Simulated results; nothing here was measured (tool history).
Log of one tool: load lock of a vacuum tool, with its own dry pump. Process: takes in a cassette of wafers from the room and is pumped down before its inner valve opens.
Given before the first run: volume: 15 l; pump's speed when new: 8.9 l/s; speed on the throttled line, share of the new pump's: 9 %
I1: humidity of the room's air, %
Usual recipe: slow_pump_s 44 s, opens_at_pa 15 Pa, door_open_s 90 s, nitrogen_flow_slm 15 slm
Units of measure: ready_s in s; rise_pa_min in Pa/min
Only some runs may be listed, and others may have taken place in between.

Run 1, hour 0: usual settings; I1 46.7. Result: ready_s 54.97 s, rise_pa_min 0.093 Pa/min.
Run 2, hour 167.3: usual settings but slow_pump_s 24 s; I1 42.4. Result: ready_s 36.74 s, rise_pa_min 0.085 Pa/min.
Run 3, hour 464.7: usual settings but slow_pump_s 24 s; I1 44.1. Result: ready_s 36.79 s, rise_pa_min 0.086 Pa/min.
Run 4, hour 691.7: usual settings but nitrogen_flow_slm 27 slm; I1 46.4. Result: ready_s 54.92 s, rise_pa_min 0.077 Pa/min.
Run 5, hour 876.8: usual settings but nitrogen_flow_slm 27 slm; I1 45.7. Result: ready_s 54.95 s, rise_pa_min 0.078 Pa/min.
Run 6, hour 1134.3: usual settings; I1 45. Result: ready_s 54.85 s, rise_pa_min 0.091 Pa/min.
Run 7, hour 1398.9: usual settings but door_open_s 207 s; I1 44. Result: ready_s 55.13 s, rise_pa_min 0.162 Pa/min.
Run 8, hour 1619: usual settings but door_open_s 207 s, nitrogen_flow_slm 4 slm; I1 46.1. Result: ready_s 54.88 s, rise_pa_min 0.226 Pa/min.
Run 9, hour 1805.1: usual settings but door_open_s 121 s; I1 45.4. Result: ready_s 54.83 s, rise_pa_min 0.119 Pa/min.
Run 10, hour 2042.9: usual settings but door_open_s 121 s, nitrogen_flow_slm 11 slm; I1 42.1. Result: ready_s 55.03 s, rise_pa_min 0.118 Pa/min.
Run 11, hour 2289.1: usual settings but door_open_s 121 s, nitrogen_flow_slm 11 slm; I1 45.7. Result: ready_s 55.11 s, rise_pa_min 0.13 Pa/min.
Run 12, hour 2560: usual settings; I1 44.9. Result: ready_s 54.96 s, rise_pa_min 0.096 Pa/min.
Run 13, hour 2714.1: usual settings but nitrogen_flow_slm 5 slm; I1 43.6. Result: ready_s 55.05 s, rise_pa_min 0.116 Pa/min.
Run 14, hour 2908.6: usual settings but nitrogen_flow_slm 5 slm; I1 46. Result: ready_s 55.03 s, rise_pa_min 0.124 Pa/min.
Run 15, hour 3204.8: usual settings but nitrogen_flow_slm 5 slm; I1 45.8. Result: ready_s 54.93 s, rise_pa_min 0.12 Pa/min.
Run 16, hour 3416.1: usual settings but slow_pump_s 47 s, opens_at_pa 16 Pa, nitrogen_flow_slm 5 slm; I1 44.8. Result: ready_s 57.69 s, rise_pa_min 0.122 Pa/min.
Run 17, hour 3561: usual settings but slow_pump_s 63 s, opens_at_pa 16 Pa, door_open_s 85 s, nitrogen_flow_slm 36 slm; I1 46.3. Result: ready_s 72.08 s, rise_pa_min 0.064 Pa/min.
Run 18, hour 3850.5: usual settings but slow_pump_s 41 s, opens_at_pa 17 Pa, door_open_s 74 s, nitrogen_flow_slm 41 slm; I1 44.7. Result: ready_s 52.02 s, rise_pa_min 0.053 Pa/min.
Run 19, hour 4031.2: usual settings but slow_pump_s 41 s, opens_at_pa 26 Pa, door_open_s 106 s, nitrogen_flow_slm 41 slm; I1 42.2. Result: ready_s 51.37 s, rise_pa_min 0.062 Pa/min.
Run 20, hour 4210.3: usual settings but opens_at_pa 25 Pa, nitrogen_flow_slm 6 slm; I1 42.8. Result: ready_s 54.04 s, rise_pa_min 0.113 Pa/min.
Run 21, hour 4450.7: usual settings but opens_at_pa 25 Pa, nitrogen_flow_slm 24 slm; I1 47.8. Result: ready_s 54.1 s, rise_pa_min 0.081 Pa/min.
Run 22, hour 4728.4: usual settings but slow_pump_s 27 s, opens_at_pa 25 Pa, door_open_s 54 s, nitrogen_flow_slm 24 slm; I1 49.1. Result: ready_s 38.5 s, rise_pa_min 0.062 Pa/min.
Run 23, hour 4990.6: usual settings but slow_pump_s 27 s, opens_at_pa 25 Pa, door_open_s 54 s, nitrogen_flow_slm 24 slm; I1 43.6. Result: ready_s 38.51 s, rise_pa_min 0.057 Pa/min.
Run 24, hour 5208.2: usual settings but opens_at_pa 12 Pa, door_open_s 27 s, nitrogen_flow_slm 25 slm; I1 42.8. Result: ready_s 55.27 s, rise_pa_min 0.029 Pa/min.
Run 25, hour 5479.5: usual settings but slow_pump_s 73 s, opens_at_pa 10 Pa, door_open_s 79 s, nitrogen_flow_slm 25 slm; I1 45.4. Result: ready_s 82.23 s, rise_pa_min 0.068 Pa/min.
Run 26, hour 5774.7: usual settings but slow_pump_s 73 s, opens_at_pa 19 Pa, door_open_s 79 s, nitrogen_flow_slm 4 slm; I1 38.8. Result: ready_s 80.94 s, rise_pa_min 0.095 Pa/min.
Run 27, hour 5926.7: usual settings but slow_pump_s 73 s, opens_at_pa 19 Pa, door_open_s 79 s, nitrogen_flow_slm 4 slm; I1 45.3. Result: ready_s 80.97 s, rise_pa_min 0.118 Pa/min.
Run 28, hour 6162: usual settings but door_open_s 29 s, nitrogen_flow_slm 10 slm; I1 45.2. Result: ready_s 54.86 s, rise_pa_min 0.058 Pa/min.
Run 29, hour 6368.5: usual settings but opens_at_pa 16 Pa, door_open_s 29 s, nitrogen_flow_slm 10 slm; I1 43.2. Result: ready_s 54.86 s, rise_pa_min 0.052 Pa/min.

Missing from the log above: 1 entry noted between runs. For each, name the pair of listed runs it sits between and say how the tool's hidden condition differs from the listed run just before to the listed run just after:
In the gap between runs 17 and 18: dry pump taken out, an overhauled one fitted (hour 3588.6)
  pump's speed, % of a new pump's: 99.9 -> 100

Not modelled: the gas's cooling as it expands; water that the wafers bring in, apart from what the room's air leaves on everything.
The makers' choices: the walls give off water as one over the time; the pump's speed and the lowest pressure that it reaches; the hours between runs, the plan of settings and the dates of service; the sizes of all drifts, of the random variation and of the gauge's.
